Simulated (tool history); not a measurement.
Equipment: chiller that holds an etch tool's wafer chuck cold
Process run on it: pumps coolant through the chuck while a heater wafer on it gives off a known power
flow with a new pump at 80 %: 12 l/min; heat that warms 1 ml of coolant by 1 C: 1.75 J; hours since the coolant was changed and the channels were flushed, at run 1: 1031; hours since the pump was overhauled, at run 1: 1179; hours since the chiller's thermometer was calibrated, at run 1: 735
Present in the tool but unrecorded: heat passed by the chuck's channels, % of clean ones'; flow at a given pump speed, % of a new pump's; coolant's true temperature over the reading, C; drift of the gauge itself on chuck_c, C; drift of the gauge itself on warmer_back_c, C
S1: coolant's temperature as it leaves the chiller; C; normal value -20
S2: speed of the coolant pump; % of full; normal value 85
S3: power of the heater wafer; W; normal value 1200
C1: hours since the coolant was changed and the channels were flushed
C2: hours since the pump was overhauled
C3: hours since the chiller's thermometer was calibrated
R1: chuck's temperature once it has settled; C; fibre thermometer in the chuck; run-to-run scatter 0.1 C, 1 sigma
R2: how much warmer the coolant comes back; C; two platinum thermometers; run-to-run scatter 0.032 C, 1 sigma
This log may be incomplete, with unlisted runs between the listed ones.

Run 1, hour 0: usual settings; C1 1031; C2 1179; C3 735. Result: R1 -6.5 C, R2 3.35 C.
Run 2, hour 34.6: usual settings; C1 1066; C2 1214; C3 770. Result: R1 -6.3 C, R2 3.29 C.
Run 3, hour 52.1: usual settings; C1 1083; C2 1232; C3 787. Result: R1 -6.3 C, R2 3.37 C.
Run 4, hour 72.9: usual settings; C1 1104; C2 1252; C3 808. Result: R1 -6.2 C, R2 3.31 C.
Run 5, hour 94.6: usual settings; C1 1126; C2 1274; C3 830. Result: R1 -6.3 C, R2 3.27 C.
Run 6, hour 130: usual settings but S3 1576 W; C1 1161; C2 1310; C3 865. Result: R1 -1.9 C, R2 4.44 C.
Run 7, hour 149.6: usual settings but S3 1576 W; C1 1181; C2 1329; C3 885. Result: R1 -1.8 C, R2 4.41 C.
Run 8, hour 177.4: usual settings but S3 1576 W; C1 1209; C2 1357; C3 913. Result: R1 -1.7 C, R2 4.41 C.
At hour 184.9: coolant pump overhauled.
Run 9, hour 206.4: usual settings but S3 1576 W; C1 1233; C2 22; C3 937. Result: R1 -1.3 C, R2 4.49 C.
Run 10, hour 232.7: usual settings; C1 1259; C2 48; C3 963. Result: R1 -5.7 C, R2 3.4 C.
Run 11, hour 252.2: usual settings but S3 1267 W; C1 1279; C2 67; C3 982. Result: R1 -5 C, R2 3.65 C.
At hour 266.2: coolant pump overhauled, once more.
Run 12, hour 274.1: usual settings but S2 65 % of full; C1 1296; C2 8; C3 999. Result: R1 -3.4 C, R2 4.32 C.
Run 13, hour 300.3: usual settings but S1 -18 C; C1 1322; C2 34; C3 1026. Result: R1 -4.4 C, R2 3.2 C.
Run 14, hour 322.6: usual settings but S2 61 % of full, S3 1641 W; C1 1344; C2 56; C3 1048. Result: R1 4 C, R2 6.33 C.
Run 15, hour 356.1: usual settings but S1 -18 C, S2 73 % of full, S3 1741 W; C1 1378; C2 90; C3 1081. Result: R1 4.2 C, R2 5.53 C.
Run 16, hour 380.9: usual settings but S1 -11 C, S2 79 % of full, S3 875 W; C1 1402; C2 115; C3 1106. Result: R1 -0.4 C, R2 2.6 C.
Run 17, hour 402.7: usual settings but S1 -11 C, S2 79 % of full, S3 875 W; C1 1424; C2 136; C3 1128. Result: R1 -0.3 C, R2 2.56 C.
Run 18, hour 425.1: usual settings but S1 -11 C, S2 60 % of full, S3 663 W; C1 1447; C2 159; C3 1150. Result: R1 -1 C, R2 2.57 C.
Run 19, hour 454.1: usual settings but S1 -13 C, S2 77 % of full, S3 684 W; C1 1476; C2 188; C3 1179. Result: R1 -4.6 C, R2 2.08 C.
Run 20, hour 489.5: usual settings but S1 -13 C, S2 84 % of full, S3 1111 W; C1 1511; C2 223; C3 1215. Result: R1 -0.2 C, R2 3.04 C.
Run 21, hour 515.1: usual settings but S1 -12 C, S2 84 % of full, S3 849 W; C1 1537; C2 249; C3 1240. Result: R1 -2.3 C, R2 2.31 C.
Run 22, hour 534.6: usual settings but S2 67 % of full, S3 1067 W; C1 1556; C2 268; C3 1260. Result: R1 -5.2 C, R2 3.72 C.
Run 23, hour 549.9: usual settings but S2 90 % of full, S3 957 W; C1 1571; C2 284; C3 1275. Result: R1 -9.7 C, R2 2.42 C.
Run 24, hour 580.2: usual settings but S1 -12 C, S2 68 % of full, S3 652 W; C1 1602; C2 314; C3 1305. Result: R1 -2.9 C, R2 2.3 C.
Run 25, hour 614.9: usual settings but S1 -21 C, S2 86 % of full, S3 706 W; C1 1636; C2 349; C3 1340. Result: R1 -12.9 C, R2 1.9 C.
Run 26, hour 638: usual settings but S3 618 W; C1 1659; C2 372; C3 1363. Result: R1 -12.7 C, R2 1.69 C.

Difference, measured minus no-hidden-state, one row per run. Run-to-run variation is common to both terms; the gauge's own scatter need not be:
run    R1     R2
  1  +1.1  +0.13
  2  +1.1  +0.12
  3  +1.1  +0.12
  4  +1.2  +0.13
  5  +1.1  +0.13
  6  +1.5  +0.18
  7  +1.6  +0.17
  8  +1.5  +0.18
  9    +2   +0.3
 10  +1.6  +0.23
 11  +1.6  +0.25
 12  +1.1     +0
 13  +0.9     +0
 14  +1.5  +0.01
 15  +1.5  +0.01
 16  +0.8  +0.01
 17  +0.9     +0
 18  +0.8  +0.01
 19  +0.7  +0.01
 20  +1.1  +0.01
 21  +0.9  +0.01
 22  +1.2  +0.02
 23    +1  +0.01
 24  +0.8  +0.02
 25  +0.8  +0.02
 26  +0.7  +0.01
